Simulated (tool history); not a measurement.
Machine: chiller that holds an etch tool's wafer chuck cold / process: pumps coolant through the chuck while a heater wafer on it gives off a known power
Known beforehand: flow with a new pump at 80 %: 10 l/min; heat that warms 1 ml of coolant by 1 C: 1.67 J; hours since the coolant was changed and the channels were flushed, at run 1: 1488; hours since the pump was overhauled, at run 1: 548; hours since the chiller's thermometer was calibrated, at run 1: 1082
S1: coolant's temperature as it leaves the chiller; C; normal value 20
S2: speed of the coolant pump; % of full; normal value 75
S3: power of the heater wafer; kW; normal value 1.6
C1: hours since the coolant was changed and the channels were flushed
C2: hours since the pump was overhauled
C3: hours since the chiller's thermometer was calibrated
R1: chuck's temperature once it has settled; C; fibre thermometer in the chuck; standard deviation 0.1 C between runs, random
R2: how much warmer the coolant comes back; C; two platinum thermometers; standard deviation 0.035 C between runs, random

{"run": 1, "hour": 0.0, "S1": 20, "S2": 75, "S3": 1.6, "C1": 1488, "C2": 548, "C3": 1082, "R1": 37.5, "R2": 6.1}
{"run": 2, "hour": 51.0, "S1": 20, "S2": 75, "S3": 1.6, "C1": 1539, "C2": 599, "C3": 1133, "R1": 37.4, "R2": 6.14}
{"run": 3, "hour": 123.6, "S1": 20, "S2": 75, "S3": 1.6, "C1": 1612, "C2": 672, "C3": 1206, "R1": 37.6, "R2": 6.17}
{"run": 4, "hour": 184.7, "S1": 20, "S2": 75, "S3": 1.6, "C1": 1673, "C2": 733, "C3": 1267, "R1": 37.4, "R2": 6.18}
{"run": 5, "hour": 227.3, "S1": 20, "S2": 75, "S3": 1.6, "C1": 1716, "C2": 775, "C3": 1310, "R1": 37.3, "R2": 6.13}
{"run": 6, "hour": 282.9, "S1": 20, "S2": 75, "S3": 1.6, "C1": 1771, "C2": 831, "C3": 1365, "R1": 37.2, "R2": 6.06}
{"run": 7, "hour": 340.3, "S1": 20, "S2": 75, "S3": 1.6, "C1": 1829, "C2": 888, "C3": 1423, "R1": 37.4, "R2": 6.13}
{"run": 8, "hour": 416.8, "S1": 20, "S2": 97, "S3": 1.6, "C1": 1905, "C2": 965, "C3": 1499, "R1": 34.9, "R2": 4.77}
{"run": 9, "hour": 467.5, "S1": 20, "S2": 75, "S3": 1.177, "C1": 1956, "C2": 1015, "C3": 1550, "R1": 32.7, "R2": 4.54}
{"run": 10, "hour": 541.6, "S1": 20, "S2": 75, "S3": 1.297, "C1": 2030, "C2": 1090, "C3": 1624, "R1": 34, "R2": 4.98}
{"run": 11, "hour": 595.6, "S1": 20, "S2": 75, "S3": 1.297, "C1": 2084, "C2": 1144, "C3": 1678, "R1": 34.1, "R2": 4.98}
{"run": 12, "hour": 647.0, "S1": 20, "S2": 75, "S3": 1.6, "C1": 2135, "C2": 1195, "C3": 1729, "R1": 37.3, "R2": 6.13}
{"run": 13, "hour": 717.4, "S1": 20, "S2": 75, "S3": 1.6, "C1": 2206, "C2": 1265, "C3": 1800, "R1": 37.4, "R2": 6.13}
{"run": 14, "hour": 783.4, "S1": 20, "S2": 75, "S3": 1.6, "C1": 2272, "C2": 1331, "C3": 1866, "R1": 37.4, "R2": 6.06}
{"run": 15, "hour": 830.6, "S1": 20, "S2": 75, "S3": 1.6, "C1": 2319, "C2": 1379, "C3": 1913, "R1": 37.5, "R2": 6.08}
{"run": 16, "hour": 906.9, "S1": 20, "S2": 75, "S3": 1.6, "C1": 2395, "C2": 1455, "C3": 1989, "R1": 37.3, "R2": 6.08}
{"run": 17, "hour": 960.8, "S1": 20, "S2": 75, "S3": 1.6, "C1": 2449, "C2": 1509, "C3": 2043, "R1": 37.4, "R2": 6.12}
{"run": 18, "hour": 1025.5, "S1": 11, "S2": 87, "S3": 1.6, "C1": 2514, "C2": 1574, "C3": 2108, "R1": 26.7, "R2": 5.34}
{"run": 19, "hour": 1098.8, "S1": 20, "S2": 75, "S3": 1.631, "C1": 2587, "C2": 1647, "C3": 2181, "R1": 37.7, "R2": 6.26}
{"run": 20, "hour": 1163.2, "S1": 20, "S2": 75, "S3": 0.97, "C1": 2652, "C2": 1711, "C3": 2246, "R1": 30.7, "R2": 3.74}
{"hour": 1202.5, "done": "coolant changed, channels flushed"}
{"run": 21, "hour": 1227.9, "S1": 20, "S2": 75, "S3": 0.97, "C1": 25, "C2": 1770, "C3": 2304, "R1": 30.6, "R2": 3.73}
{"run": 22, "hour": 1302.9, "S1": 23, "S2": 84, "S3": 0.858, "C1": 100, "C2": 1845, "C3": 2379, "R1": 31.6, "R2": 3.02}
{"run": 23, "hour": 1337.6, "S1": 23, "S2": 84, "S3": 0.858, "C1": 135, "C2": 1880, "C3": 2414, "R1": 31.7, "R2": 2.9}
{"run": 24, "hour": 1390.5, "S1": 23, "S2": 84, "S3": 0.858, "C1": 188, "C2": 1932, "C3": 2467, "R1": 31.7, "R2": 2.97}
{"run": 25, "hour": 1427.3, "S1": 20, "S2": 96, "S3": 0.846, "C1": 225, "C2": 1969, "C3": 2504, "R1": 27.6, "R2": 2.58}
{"run": 26, "hour": 1481.9, "S1": 20, "S2": 96, "S3": 0.846, "C1": 279, "C2": 2024, "C3": 2558, "R1": 27.8, "R2": 2.6}
{"run": 27, "hour": 1557.8, "S1": 17, "S2": 75, "S3": 2.316, "C1": 355, "C2": 2100, "C3": 2634, "R1": 42.1, "R2": 8.87}
{"run": 28, "hour": 1630.0, "S1": 17, "S2": 75, "S3": 2.316, "C1": 428, "C2": 2172, "C3": 2706, "R1": 42.1, "R2": 8.84}
{"run": 29, "hour": 1664.1, "S1": 16, "S2": 72, "S3": 0.882, "C1": 462, "C2": 2206, "C3": 2741, "R1": 25.9, "R2": 3.49}
{"run": 30, "hour": 1736.6, "S1": 20, "S2": 75, "S3": 1.964, "C1": 534, "C2": 2279, "C3": 2813, "R1": 41.4, "R2": 7.5}
{"run": 31, "hour": 1812.6, "S1": 25, "S2": 75, "S3": 1.964, "C1": 610, "C2": 2355, "C3": 2889, "R1": 46.2, "R2": 7.52}
{"run": 32, "hour": 1869.8, "S1": 20, "S2": 61, "S3": 2.144, "C1": 667, "C2": 2412, "C3": 2946, "R1": 46.8, "R2": 9.97}

Entry by entry between the runs, the difference in hidden state between the last listed run before and the first listed run after:
From run 20 to run 21: coolant changed, channels flushed (hour 1202.5)
  heat passed by the chuck's channels, % of clean ones': 99.9 -> 100

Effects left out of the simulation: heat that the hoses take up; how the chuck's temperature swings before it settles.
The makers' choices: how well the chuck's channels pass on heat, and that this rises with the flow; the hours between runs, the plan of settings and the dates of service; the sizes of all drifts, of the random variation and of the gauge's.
